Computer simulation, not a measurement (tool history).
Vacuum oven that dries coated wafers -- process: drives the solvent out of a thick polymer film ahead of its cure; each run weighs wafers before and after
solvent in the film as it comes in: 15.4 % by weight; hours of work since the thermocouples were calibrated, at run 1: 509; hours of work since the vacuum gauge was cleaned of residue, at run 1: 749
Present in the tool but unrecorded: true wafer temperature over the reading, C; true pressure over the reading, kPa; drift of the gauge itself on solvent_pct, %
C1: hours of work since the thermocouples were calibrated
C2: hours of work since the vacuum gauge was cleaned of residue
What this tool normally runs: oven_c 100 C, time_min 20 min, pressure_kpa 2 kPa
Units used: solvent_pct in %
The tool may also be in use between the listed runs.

run 1 hour=0 | oven_c=100 time_min=20 pressure_kpa=2 | C1=509 C2=749 | solvent_pct=3.36
run 2 hour=22.9 | oven_c=100 time_min=20 pressure_kpa=2 | C1=522 C2=762 | solvent_pct=3.27
run 3 hour=40 | oven_c=100 time_min=20 pressure_kpa=2 | C1=532 C2=772 | solvent_pct=3.33
run 4 hour=56.6 | oven_c=100 time_min=20 pressure_kpa=2 | C1=541 C2=781 | solvent_pct=3.34
run 5 hour=69.6 | oven_c=100 time_min=20 pressure_kpa=2 | C1=549 C2=789 | solvent_pct=3.24
run 6 hour=97 | oven_c=100 time_min=33 pressure_kpa=2 | C1=564 C2=804 | solvent_pct=2
run 7 hour=118 | oven_c=100 time_min=33 pressure_kpa=2 | C1=576 C2=816 | solvent_pct=2
run 8 hour=136.2 | oven_c=100 time_min=33 pressure_kpa=2 | C1=586 C2=826 | solvent_pct=2
run 9 hour=151.7 | oven_c=100 time_min=33 pressure_kpa=2 | C1=595 C2=835 | solvent_pct=2
run 10 hour=176.8 | oven_c=100 time_min=33 pressure_kpa=2 | C1=609 C2=849 | solvent_pct=2.01
run 11 hour=190.8 | oven_c=100 time_min=33 pressure_kpa=2 | C1=617 C2=857 | solvent_pct=2.06
run 12 hour=207.4 | oven_c=100 time_min=33 pressure_kpa=2 | C1=627 C2=867 | solvent_pct=2.02
run 13 hour=225.5 | oven_c=94 time_min=33 pressure_kpa=2 | C1=637 C2=877 | solvent_pct=2.83
run 14 hour=245.3 | oven_c=94 time_min=33 pressure_kpa=2 | C1=648 C2=888 | solvent_pct=2.92
run 15 hour=258 | oven_c=95 time_min=33 pressure_kpa=2 | C1=655 C2=895 | solvent_pct=2.71
run 16 hour=283.7 | oven_c=100 time_min=20 pressure_kpa=5.29 | C1=670 C2=910 | solvent_pct=5.05
run 17 hour=307 | oven_c=100 time_min=20 pressure_kpa=5.29 | C1=683 C2=923 | solvent_pct=5.02
run 18 hour=321.4 | oven_c=100 time_min=20 pressure_kpa=5.29 | C1=691 C2=931 | solvent_pct=5.06
run 19 hour=342.9 | oven_c=100 time_min=20 pressure_kpa=1.1 | C1=703 C2=943 | solvent_pct=2.94
run 20 hour=361.8 | oven_c=100 time_min=20 pressure_kpa=2 | C1=714 C2=954 | solvent_pct=3.38
run 21 hour=384.7 | oven_c=100 time_min=20 pressure_kpa=2 | C1=727 C2=967 | solvent_pct=3.37
run 22 hour=406.1 | oven_c=100 time_min=20 pressure_kpa=2 | C1=739 C2=979 | solvent_pct=3.5
run 23 hour=424.3 | oven_c=100 time_min=20 pressure_kpa=2 | C1=749 C2=989 | solvent_pct=3.52
run 24 hour=449.4 | oven_c=100 time_min=20 pressure_kpa=2 | C1=763 C2=1003 | solvent_pct=3.52
run 25 hour=474.3 | oven_c=111 time_min=20 pressure_kpa=5.26 | C1=777 C2=1017 | solvent_pct=3.01
run 26 hour=487.6 | oven_c=92 time_min=15 pressure_kpa=5.26 | C1=785 C2=1025 | solvent_pct=7.99
run 27 hour=506.5 | oven_c=100 time_min=12 pressure_kpa=2 | C1=796 C2=1036 | solvent_pct=5.47
run 28 hour=518.6 | oven_c=100 time_min=15 pressure_kpa=2 | C1=802 C2=1043 | solvent_pct=4.62
run 29 hour=545.6 | oven_c=103 time_min=34 pressure_kpa=2.35 | C1=818 C2=1058 | solvent_pct=1.91
run 30 hour=557.2 | oven_c=109 time_min=23 pressure_kpa=2.99 | C1=824 C2=1064 | solvent_pct=2.2
run 31 hour=570.2 | oven_c=109 time_min=23 pressure_kpa=2.99 | C1=832 C2=1072 | solvent_pct=2.18
run 32 hour=594 | oven_c=109 time_min=23 pressure_kpa=2.99 | C1=845 C2=1085 | solvent_pct=2.15
run 33 hour=612.7 | oven_c=108 time_min=20 pressure_kpa=6.59 | C1=856 C2=1096 | solvent_pct=4.14
-- hour=616.5 vacuum gauge cleaned of residue and calibrated
run 34 hour=640.5 | oven_c=100 time_min=10 pressure_kpa=2 | C1=870 C2=14 | solvent_pct=6.38
run 35 hour=662.1 | oven_c=103 time_min=28 pressure_kpa=3.83 | C1=883 C2=26 | solvent_pct=3.16
-- hour=680.7 vacuum gauge cleaned of residue and calibrated, once more
run 36 hour=687.4 | oven_c=103 time_min=28 pressure_kpa=3.83 | C1=896 C2=4 | solvent_pct=2.8
run 37 hour=698.9 | oven_c=91 time_min=13 pressure_kpa=1.27 | C1=903 C2=10 | solvent_pct=6.59
run 38 hour=727 | oven_c=114 time_min=18 pressure_kpa=3.67 | C1=918 C2=26 | solvent_pct=2.12
run 39 hour=741 | oven_c=87 time_min=27 pressure_kpa=2.48 | C1=926 C2=34 | solvent_pct=5.25
run 40 hour=760.2 | oven_c=101 time_min=12 pressure_kpa=4.72 | C1=937 C2=45 | solvent_pct=6.26
run 41 hour=787.6 | oven_c=89 time_min=29 pressure_kpa=2 | C1=953 C2=60 | solvent_pct=4.23
run 42 hour=809.1 | oven_c=93 time_min=17 pressure_kpa=2 | C1=965 C2=73 | solvent_pct=5.4
run 43 hour=825.6 | oven_c=96 time_min=17 pressure_kpa=4.94 | C1=974 C2=82 | solvent_pct=6.18
run 44 hour=851.9 | oven_c=96 time_min=17 pressure_kpa=4.94 | C1=989 C2=97 | solvent_pct=6.33
run 45 hour=879.8 | oven_c=96 time_min=17 pressure_kpa=4.94 | C1=1005 C2=112 | solvent_pct=6.33
run 46 hour=902.6 | oven_c=96 time_min=17 pressure_kpa=1.31 | C1=1018 C2=125 | solvent_pct=4.46
run 47 hour=917.1 | oven_c=87 time_min=17 pressure_kpa=1.51 | C1=1026 C2=134 | solvent_pct=6.45
run 48 hour=935 | oven_c=87 time_min=17 pressure_kpa=1.51 | C1=1036 C2=144 | solvent_pct=6.5

Hidden condition of the tool, last listed run before each entry between runs versus first listed run after:
From run 33 to run 34: vacuum gauge cleaned of residue and calibrated (hour 616.5)
  true wafer temperature over the reading, C: -1.85 -> -1.89; true pressure over the reading, kPa: 0.5 -> 0.841
  measured result minus the result with no hidden state, solvent_pct: +0.53 -> +0.69 %
From run 35 to run 36: vacuum gauge cleaned of residue and calibrated, once more (hour 680.7)
  true wafer temperature over the reading, C: -1.91 -> -1.95; true pressure over the reading, kPa: 0.846 -> 0.025
  measured result minus the result with no hidden state, solvent_pct: +0.69 -> +0.28 %

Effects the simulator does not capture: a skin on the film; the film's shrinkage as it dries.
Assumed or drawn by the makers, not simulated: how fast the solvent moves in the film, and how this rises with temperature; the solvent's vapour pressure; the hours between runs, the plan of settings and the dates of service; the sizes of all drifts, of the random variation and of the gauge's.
